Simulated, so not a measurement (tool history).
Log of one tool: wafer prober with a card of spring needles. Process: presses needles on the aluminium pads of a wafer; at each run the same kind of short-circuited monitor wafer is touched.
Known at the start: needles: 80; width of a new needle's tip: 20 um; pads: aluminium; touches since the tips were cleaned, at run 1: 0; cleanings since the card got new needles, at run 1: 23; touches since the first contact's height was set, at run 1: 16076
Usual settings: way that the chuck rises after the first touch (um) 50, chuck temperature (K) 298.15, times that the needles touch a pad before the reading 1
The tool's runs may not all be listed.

| run | hour | way that the chuck rises after the first touch (um) | chuck temperature (K) | times that the needles touch a pad before the reading | touches since the tips were cleaned | cleanings since the card got new needles | touches since the first contact's height was set | resistance of one needle with its contact and lead (mohm) | way that a needle slides on the pad (um) |
|---|---|---|---|---|---|---|---|---|---|
| 1 | 0 | 50 | 298.15 | 1 | 0 | 23 | 16076 | 182 | 10.43 |
| 2 | 7.8 | 50 | 298.15 | 1 | 5669 | 23 | 21745 | 180 | 10.48 |
|  | 12.6 | tips cleaned on abrasive film |
| 3 | 12.7 | 50 | 298.15 | 1 | 71 | 24 | 25232 | 180 | 10.41 |
| 4 | 22.3 | 50 | 298.15 | 1 | 7110 | 24 | 32271 | 182 | 10.42 |
|  | 25.3 | tips cleaned on abrasive film |
| 5 | 31.7 | 50 | 298.15 | 1 | 4644 | 25 | 39032 | 181 | 10.47 |
| 6 | 37.3 | 50 | 298.15 | 1 | 8714 | 25 | 43102 | 181 | 10.44 |
|  | 38.3 | tips cleaned on abrasive film |
| 7 | 47.9 | 50 | 298.15 | 2 | 6961 | 26 | 50762 | 180 | 10.39 |
|  | 51.5 | tips cleaned on abrasive film |
| 8 | 58.2 | 50 | 298.15 | 1 | 4896 | 27 | 58205 | 182 | 10.4 |
|  | 64.6 | tips cleaned on abrasive film |
| 9 | 67.3 | 50 | 298.15 | 1 | 1942 | 28 | 64751 | 177 | 10.36 |
|  | 77.2 | tips cleaned on abrasive film |
| 10 | 78.8 | 50 | 379.15 | 1 | 1158 | 29 | 73034 | 200 | 10.35 |
| 11 | 88 | 59 | 379.15 | 2 | 7912 | 29 | 79788 | 195 | 12.18 |
|  | 89.5 | tips cleaned on abrasive film |
| 12 | 98.6 | 58 | 369.15 | 2 | 6598 | 30 | 87395 | 193 | 11.95 |
|  | 102.7 | tips cleaned on abrasive film |
| 13 | 107.6 | 53 | 388.15 | 3 | 3628 | 31 | 93937 | 202 | 10.91 |
|  | 115.4 | tips cleaned on abrasive film |
| 14 | 117.1 | 53 | 388.15 | 3 | 1222 | 32 | 100754 | 202 | 11 |
| 15 | 126.7 | 53 | 388.15 | 3 | 8227 | 32 | 107759 | 199 | 10.83 |
|  | 128.2 | tips cleaned on abrasive film |
| 16 | 134.8 | 31 | 366.15 | 2 | 4826 | 33 | 113616 | 215 | 6.37 |
|  | 140.9 | tips cleaned on abrasive film |
| 17 | 143.4 | 31 | 366.15 | 2 | 1790 | 34 | 119754 | 215 | 6.45 |
| 18 | 149.7 | 31 | 366.15 | 2 | 6401 | 34 | 124365 | 214 | 6.35 |
|  | 153.8 | tips cleaned on abrasive film |
| 19 | 157.8 | 35 | 298.15 | 2 | 2945 | 35 | 130206 | 193 | 7.17 |
|  | 166.1 | tips cleaned on abrasive film |
| 20 | 166.1 | 35 | 298.15 | 2 | 0 | 36 | 136185 | 189 | 7.16 |

Forecast each of these 5 alternatives for the next run:
| A | 173.5 | 42 | 369.15 | 2 | 5413 | 36 | 141598 | ? | ? |
| B | 173.5 | 55 | 298.15 | 2 | 5413 | 36 | 141598 | ? | ? |
| C | 173.5 | 52 | 346.15 | 2 | 5413 | 36 | 141598 | ? | ? |
| D | 173.5 | 32 | 298.15 | 1 | 5413 | 36 | 141598 | ? | ? |
| E | 173.5 | 36 | 346.15 | 2 | 5413 | 36 | 141598 | ? | ? |

| run | resistance of one needle with its contact and lead (mohm) | way that a needle slides on the pad (um) |
|---|---|---|
| A | 207 | 8.59 |
| B | 176 | 11.24 |
| C | 191 | 10.61 |
| D | 196 | 6.48 |
| E | 202 | 7.42 |
Without the tool's hidden state the same runs would have given:
| run | resistance of one needle with its contact and lead (mohm) | way that a needle slides on the pad (um) |
|---|---|---|
| A | 207 | 8.74 |
| B | 176 | 11.43 |
| C | 191 | 10.79 |
| D | 196 | 6.59 |
| E | 202 | 7.55 |

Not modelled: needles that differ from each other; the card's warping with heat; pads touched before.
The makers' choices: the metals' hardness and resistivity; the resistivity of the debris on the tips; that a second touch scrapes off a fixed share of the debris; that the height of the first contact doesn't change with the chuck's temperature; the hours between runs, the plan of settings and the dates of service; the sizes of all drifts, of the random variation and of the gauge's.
